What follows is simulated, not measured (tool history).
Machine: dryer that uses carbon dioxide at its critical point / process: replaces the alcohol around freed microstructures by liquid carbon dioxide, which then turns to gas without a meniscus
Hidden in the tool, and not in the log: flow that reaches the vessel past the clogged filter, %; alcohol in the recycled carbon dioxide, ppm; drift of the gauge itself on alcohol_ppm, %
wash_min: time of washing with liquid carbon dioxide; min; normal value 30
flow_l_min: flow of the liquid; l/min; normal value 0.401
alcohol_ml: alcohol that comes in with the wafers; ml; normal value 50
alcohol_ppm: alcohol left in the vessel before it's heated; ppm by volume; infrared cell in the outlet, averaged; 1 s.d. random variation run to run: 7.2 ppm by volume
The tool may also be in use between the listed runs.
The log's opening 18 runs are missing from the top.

run   hour  wash_min  flow_l_min  alcohol_ml  hours of work since the filter was changed  hours of work since the purifier's bed was changed  alcohol_ppm
 19  575.8        37       0.306          27                                         360                                                 352          478
 20  594.7        35       0.306          76                                         374                                                 366         1586
 21  621.2        35       0.306          76                                         394                                                 386         1595
 22  653.6        30       0.255          37                                         419                                                 411         1959
     663.6  -- inlet filter changed
 23    688        30       0.255          37                                          18                                                 436         1353
 24  713.9        30       0.338          81                                          38                                                 455         1262
 25  753.7        41       0.338          68                                          68                                                 485          367
 26  774.6        41       0.338          68                                          83                                                 501          371
 27  811.9        41       0.338          68                                         111                                                 529          374
 28  841.4        31       0.338          41                                         134                                                 551          683
 29  872.7        30       0.459         114                                         157                                                 574          646
 30  915.6        19       0.592          50                                         189                                                 607          655
 31  945.8        35       0.407          87                                         212                                                 629          476
 32    974        35       0.407          87                                         233                                                 651          500

5 options for the next run, each taken on its own from the tool as it stands now. Forecast them:
  A  996.2        30       0.407          87                                         250                                                 667            ?
  B  996.2        28       0.401          44                                         250                                                 667            ?
  C  996.2        35       0.315          87                                         250                                                 667            ?
  D  996.2        47       0.331          50                                         250                                                 667            ?
  E  996.2        30       0.302          50                                         250                                                 667            ?

run  alcohol_ppm
  A          933
  B          668
  C         1341
  D          248
  E         1430
With no hidden state in the tool, these same runs would have given:
run  alcohol_ppm
  A          557
  B          397
  C          854
  D          104
  E          983
